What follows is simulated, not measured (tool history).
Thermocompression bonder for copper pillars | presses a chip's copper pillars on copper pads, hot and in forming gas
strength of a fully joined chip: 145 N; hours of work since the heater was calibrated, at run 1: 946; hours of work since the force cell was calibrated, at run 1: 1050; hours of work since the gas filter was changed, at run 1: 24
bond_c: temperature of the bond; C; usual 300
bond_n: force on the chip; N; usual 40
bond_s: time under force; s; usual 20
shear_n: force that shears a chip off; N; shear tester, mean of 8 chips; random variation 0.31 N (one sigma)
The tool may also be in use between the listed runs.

run,day,bond_c,bond_n,bond_s,hours of work since the heater was calibrated,hours of work since the force cell was calibrated,hours of work since the gas filter was changed,shear_n
1,0,300,40,20,946,1050,24,110.8
2,0.721,318,40,20,959,1063,37,122.9
# day 2.204: heater calibrated with a thermocouple chip
3,2.238,318,40,20,1,1090,64,124.1
4,3.775,311,40,20,29,1119,93,119.3
5,4.696,311,40,20,46,1136,110,119
# day 5.154: heater calibrated with a thermocouple chip, once more
6,6.004,300,40,20,16,1159,133,104.2
7,6.892,300,40,20,32,1175,149,103.5
8,7.883,300,40,20,51,1194,167,104.1
9,8.762,300,40,56,67,1210,184,126
10,10.279,300,40,12,95,1238,212,91.1
11,11.654,300,40,12,121,1264,238,91.2
12,13.258,300,40,12,151,1294,267,90.9
13,14.133,300,48,20,167,1310,284,111
14,15.342,300,50,20,190,1332,306,111.4
15,16.812,300,45,20,217,1360,334,108.3
# day 17.675: forming gas filter changed
16,18.458,300,45,20,247,1390,15,110.5
17,19.308,300,45,20,263,1406,30,110.9
18,20.183,300,48,20,279,1422,47,112.7
19,21.058,300,48,20,296,1438,63,113
20,22.008,300,40,20,313,1456,81,106.1
21,23.242,278,28,24,336,1479,104,79.3
22,24.229,320,25,27,355,1497,122,109.8
23,25.825,279,55,20,384,1527,152,101.9
24,27.429,279,34,24,414,1557,181,87.7
25,28.979,300,33,20,443,1586,210,99
26,30.458,325,40,20,470,1613,238,121.3
27,31.446,294,26,19,489,1632,256,83.1
28,33.083,304,39,12,519,1662,287,94.8
29,34.017,322,52,16,537,1680,304,123.5
30,35.45,322,52,16,563,1706,331,123.3
31,36.146,282,56,36,576,1719,344,118.4
# day 36.55: forming gas filter changed
32,36.925,300,40,60,590,1733,7,130.6
33,37.862,295,40,13,608,1751,24,92.9
34,39.446,303,30,30,637,1780,54,109.6
35,40.775,303,30,30,662,1805,79,109.3
36,41.55,278,30,48,676,1819,93,102.1
37,43.158,300,40,12,706,1849,123,94.8
38,44.338,300,40,12,728,1871,145,94.4
39,45.333,305,40,20,747,1890,163,111.5
# day 46.342: force cell calibrated
40,47,305,40,20,777,12,193,114.2

The same runs without the tool's hidden state, with the same run-to-run variation:
The hidden state here: true temperature of the bond over the reading, C; force that reaches the chip, % of what is set; oxide that the forming gas leaves, % of the face; drift of the gauge itself on shear_n, %.
run,shear_n
1,105.5
2,118.8
3,119
4,113.7
5,113.4
6,106.1
7,105.3
8,106
9,128
10,92.9
11,93
12,92.6
13,113
14,113.6
15,110.4
16,110.3
17,110.7
18,112.6
19,112.9
20,106
21,78.7
22,110
23,101.5
24,87.2
25,98.9
26,122.2
27,82.7
28,94.7
29,124.6
30,124.5
31,118.9
32,129.4
33,90.7
34,107.7
35,107.4
36,99.6
37,92.6
38,92.3
39,109.9
40,110

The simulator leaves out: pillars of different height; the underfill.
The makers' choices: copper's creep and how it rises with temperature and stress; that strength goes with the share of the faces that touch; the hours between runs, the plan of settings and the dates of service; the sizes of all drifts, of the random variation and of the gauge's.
